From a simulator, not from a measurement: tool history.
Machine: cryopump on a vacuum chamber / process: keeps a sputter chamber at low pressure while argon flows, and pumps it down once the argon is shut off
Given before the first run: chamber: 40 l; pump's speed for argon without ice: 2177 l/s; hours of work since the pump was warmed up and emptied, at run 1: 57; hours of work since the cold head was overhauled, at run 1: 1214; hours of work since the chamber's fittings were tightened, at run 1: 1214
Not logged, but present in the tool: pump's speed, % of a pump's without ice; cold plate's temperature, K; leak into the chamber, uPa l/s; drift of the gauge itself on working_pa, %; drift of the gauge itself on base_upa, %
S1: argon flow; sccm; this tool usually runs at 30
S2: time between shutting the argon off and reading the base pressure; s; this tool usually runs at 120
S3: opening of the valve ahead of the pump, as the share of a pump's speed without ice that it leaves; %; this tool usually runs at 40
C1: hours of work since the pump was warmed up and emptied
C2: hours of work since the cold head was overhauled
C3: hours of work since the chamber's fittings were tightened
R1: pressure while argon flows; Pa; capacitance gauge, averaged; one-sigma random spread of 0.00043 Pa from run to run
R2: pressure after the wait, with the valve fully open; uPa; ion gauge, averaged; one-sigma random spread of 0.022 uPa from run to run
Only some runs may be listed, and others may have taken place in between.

run 1 hour=0 | S1=30 S2=120 S3=40 | C1=57 C2=1214 C3=1214 | R1=0.0589 R2=0.87
run 2 hour=48.9 | S1=30 S2=120 S3=40 | C1=99 C2=1256 C3=1256 | R1=0.0593 R2=0.93
run 3 hour=124.6 | S1=30 S2=120 S3=40 | C1=164 C2=1322 C3=1322 | R1=0.0585 R2=0.93
run 4 hour=208.6 | S1=30 S2=120 S3=40 | C1=237 C2=1394 C3=1394 | R1=0.0601 R2=0.98
run 5 hour=280.6 | S1=30 S2=120 S3=40 | C1=299 C2=1456 C3=1456 | R1=0.0589 R2=0.92
run 6 hour=353.9 | S1=30 S2=120 S3=40 | C1=362 C2=1519 C3=1519 | R1=0.06 R2=0.99
run 7 hour=404.5 | S1=30 S2=120 S3=40 | C1=405 C2=1562 C3=1562 | R1=0.0597 R2=0.96
run 8 hour=486.4 | S1=30 S2=76 S3=40 | C1=476 C2=1633 C3=1633 | R1=0.0598 R2=1.34
run 9 hour=561.6 | S1=30 S2=26 S3=40 | C1=540 C2=1698 C3=1698 | R1=0.0589 R2=2.8
run 10 hour=622 | S1=30 S2=26 S3=40 | C1=592 C2=1749 C3=1749 | R1=0.0588 R2=2.82
run 11 hour=687.4 | S1=30 S2=22 S3=40 | C1=648 C2=1806 C3=1806 | R1=0.0609 R2=3.21
run 12 hour=734.2 | S1=30 S2=120 S3=40 | C1=689 C2=1846 C3=1846 | R1=0.0604 R2=1.05
run 13 hour=798.6 | S1=30 S2=56 S3=40 | C1=744 C2=1901 C3=1901 | R1=0.0607 R2=1.62
run 14 hour=859.7 | S1=30 S2=56 S3=40 | C1=797 C2=1954 C3=1954 | R1=0.0613 R2=1.66
run 15 hour=905.4 | S1=30 S2=56 S3=40 | C1=836 C2=1993 C3=1993 | R1=0.0614 R2=1.63
run 16 hour=965.1 | S1=30 S2=120 S3=40 | C1=887 C2=2045 C3=2045 | R1=0.062 R2=1.14
run 17 hour=1025.4 | S1=30 S2=120 S3=40 | C1=939 C2=2096 C3=2096 | R1=0.0608 R2=1.15
run 18 hour=1082.4 | S1=30 S2=120 S3=40 | C1=988 C2=2146 C3=2146 | R1=0.062 R2=1.16
run 19 hour=1123.3 | S1=27 S2=120 S3=26 | C1=1023 C2=2181 C3=2181 | R1=0.0841 R2=1.18
-- hour=1176.2 pump warmed up, emptied and cooled again
run 20 hour=1183.1 | S1=27 S2=120 S3=26 | C1=6 C2=2228 C3=2228 | R1=0.0817 R2=1.07
run 21 hour=1267 | S1=27 S2=120 S3=26 | C1=78 C2=2300 C3=2300 | R1=0.0814 R2=1.14
run 22 hour=1310.2 | S1=27 S2=120 S3=26 | C1=115 C2=2337 C3=2337 | R1=0.0808 R2=1.12
run 23 hour=1392.6 | S1=19 S2=252 S3=17 | C1=186 C2=2408 C3=2408 | R1=0.0874 R2=0.88
run 24 hour=1478.6 | S1=22 S2=225 S3=21 | C1=260 C2=2482 C3=2482 | R1=0.0822 R2=0.93
run 25 hour=1540.2 | S1=22 S2=98 S3=28 | C1=313 C2=2535 C3=2535 | R1=0.0611 R2=1.33
run 26 hour=1596.9 | S1=12 S2=46 S3=53 | C1=362 C2=2584 C3=2584 | R1=0.0179 R2=2.04
run 27 hour=1647.2 | S1=12 S2=139 S3=53 | C1=405 C2=2627 C3=2627 | R1=0.0184 R2=1.14
run 28 hour=1722.3 | S1=12 S2=139 S3=53 | C1=470 C2=2692 C3=2692 | R1=0.018 R2=1.2
run 29 hour=1798.3 | S1=26 S2=120 S3=27 | C1=535 C2=2757 C3=2757 | R1=0.0767 R2=1.3
-- hour=1863.3 leaking fittings of the chamber tightened, without venting
run 30 hour=1863.3 | S1=26 S2=120 S3=16 | C1=589 C2=2811 C3=0 | R1=0.1272 R2=0.64

Run 31, settings as shown, results not yet in. Your forecast:
run 31 hour=1936.2 | S1=26 S2=120 S3=16 | C1=652 C2=2874 C3=63 | R1=? R2=?

R1: 0.1282 Pa
R2: 0.64 uPa
Were there no unlogged condition in the tool, this run, its random variation unchanged, would have produced R1 0.1261 Pa, R2 0.61 uPa.
